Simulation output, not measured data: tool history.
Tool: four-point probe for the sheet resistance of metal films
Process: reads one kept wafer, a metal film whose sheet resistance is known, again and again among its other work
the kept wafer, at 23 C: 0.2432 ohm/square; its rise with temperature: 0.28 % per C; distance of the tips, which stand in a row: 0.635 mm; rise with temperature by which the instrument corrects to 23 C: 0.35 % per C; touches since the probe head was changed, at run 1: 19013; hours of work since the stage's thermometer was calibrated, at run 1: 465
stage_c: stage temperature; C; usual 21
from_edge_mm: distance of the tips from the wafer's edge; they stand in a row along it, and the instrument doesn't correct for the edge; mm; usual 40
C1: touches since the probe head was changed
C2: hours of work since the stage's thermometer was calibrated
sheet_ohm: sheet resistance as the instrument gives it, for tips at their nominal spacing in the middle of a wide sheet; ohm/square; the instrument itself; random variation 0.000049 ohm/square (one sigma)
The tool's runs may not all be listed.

Run 1, hour 0.0: usual settings; C1 19013; C2 465. Result: sheet_ohm 0.243375 ohm/square.
Run 2, hour 8.4: usual settings but stage_c 22 C; C1 19515; C2 470. Result: sheet_ohm 0.243290 ohm/square.
Run 3, hour 25.4: usual settings but stage_c 22 C; C1 20540; C2 482. Result: sheet_ohm 0.243131 ohm/square.
Run 4, hour 38.2: usual settings but stage_c 22 C; C1 21307; C2 491. Result: sheet_ohm 0.243189 ohm/square.
Run 5, hour 46.2: usual settings but stage_c 23 C; C1 21790; C2 497. Result: sheet_ohm 0.242988 ohm/square.
Run 6, hour 58.6: usual settings but stage_c 23 C; C1 22530; C2 506. Result: sheet_ohm 0.242979 ohm/square.
Run 7, hour 72.9: usual settings but stage_c 23 C; C1 23395; C2 516. Result: sheet_ohm 0.242901 ohm/square.
Run 8, hour 89.3: usual settings but stage_c 23 C, from_edge_mm 4 mm; C1 24380; C2 527. Result: sheet_ohm 0.246093 ohm/square.
Run 9, hour 98.0: usual settings but stage_c 23 C, from_edge_mm 4 mm; C1 24901; C2 533. Result: sheet_ohm 0.246142 ohm/square.
Run 10, hour 111.2: usual settings but stage_c 23 C, from_edge_mm 4 mm; C1 25691; C2 542. Result: sheet_ohm 0.246133 ohm/square.
Run 11, hour 126.6: usual settings but stage_c 23 C, from_edge_mm 4 mm; C1 26618; C2 553. Result: sheet_ohm 0.246113 ohm/square.
Run 12, hour 134.4: usual settings but from_edge_mm 7 mm; C1 27085; C2 559. Result: sheet_ohm 0.244325 ohm/square.
Run 13, hour 143.6: usual settings but stage_c 26 C, from_edge_mm 72 mm; C1 27641; C2 565. Result: sheet_ohm 0.242309 ohm/square.
At hour 145.0: stage's thermometer calibrated.
Run 14, hour 151.4: usual settings but stage_c 33 C, from_edge_mm 38 mm; C1 28076; C2 4. Result: sheet_ohm 0.241128 ohm/square.
Run 15, hour 168.5: usual settings but stage_c 20 C, from_edge_mm 58 mm; C1 29107; C2 16. Result: sheet_ohm 0.243388 ohm/square.
Run 16, hour 179.9: usual settings but from_edge_mm 5 mm; C1 29789; C2 24. Result: sheet_ohm 0.245250 ohm/square.
Run 17, hour 194.7: usual settings but stage_c 29 C, from_edge_mm 13 mm; C1 30681; C2 35. Result: sheet_ohm 0.242148 ohm/square.
At hour 207.8: stage's thermometer calibrated, once more.
Run 18, hour 208.6: usual settings but stage_c 23 C, from_edge_mm 12 mm; C1 31484; C2 1. Result: sheet_ohm 0.243161 ohm/square.
Run 19, hour 221.9: usual settings but from_edge_mm 62 mm; C1 32284; C2 10. Result: sheet_ohm 0.243119 ohm/square.
Run 20, hour 230.5: usual settings but stage_c 26 C, from_edge_mm 8 mm; C1 32797; C2 16. Result: sheet_ohm 0.243083 ohm/square.
Run 21, hour 237.5: usual settings but stage_c 27 C, from_edge_mm 12 mm; C1 33218; C2 21. Result: sheet_ohm 0.242484 ohm/square.
Run 22, hour 244.5: usual settings but stage_c 32 C, from_edge_mm 4 mm; C1 33638; C2 26. Result: sheet_ohm 0.244533 ohm/square.
Run 23, hour 252.2: usual settings but from_edge_mm 34 mm; C1 34106; C2 31. Result: sheet_ohm 0.243148 ohm/square.
Run 24, hour 267.5: usual settings but stage_c 32 C, from_edge_mm 25 mm; C1 35021; C2 42. Result: sheet_ohm 0.241325 ohm/square.

3 ways to go on from here, each from the tool as it stands after run 24. What would each give?
Run A, hour 281.0: usual settings but stage_c 23 C, from_edge_mm 32 mm; C1 35831; C2 51. Result: sheet_ohm ?.
Run B, hour 281.0: usual settings but from_edge_mm 24 mm; C1 35831; C2 51. Result: sheet_ohm ?.
Run C, hour 281.0: usual settings but stage_c 29 C, from_edge_mm 37 mm; C1 35831; C2 51. Result: sheet_ohm ?.

run  sheet_ohm
  A   0.242691
  B   0.243149
  C   0.241749
Without the tool's hidden state the same runs would have given:
run  sheet_ohm
  A   0.243163
  B   0.243622
  C   0.242219

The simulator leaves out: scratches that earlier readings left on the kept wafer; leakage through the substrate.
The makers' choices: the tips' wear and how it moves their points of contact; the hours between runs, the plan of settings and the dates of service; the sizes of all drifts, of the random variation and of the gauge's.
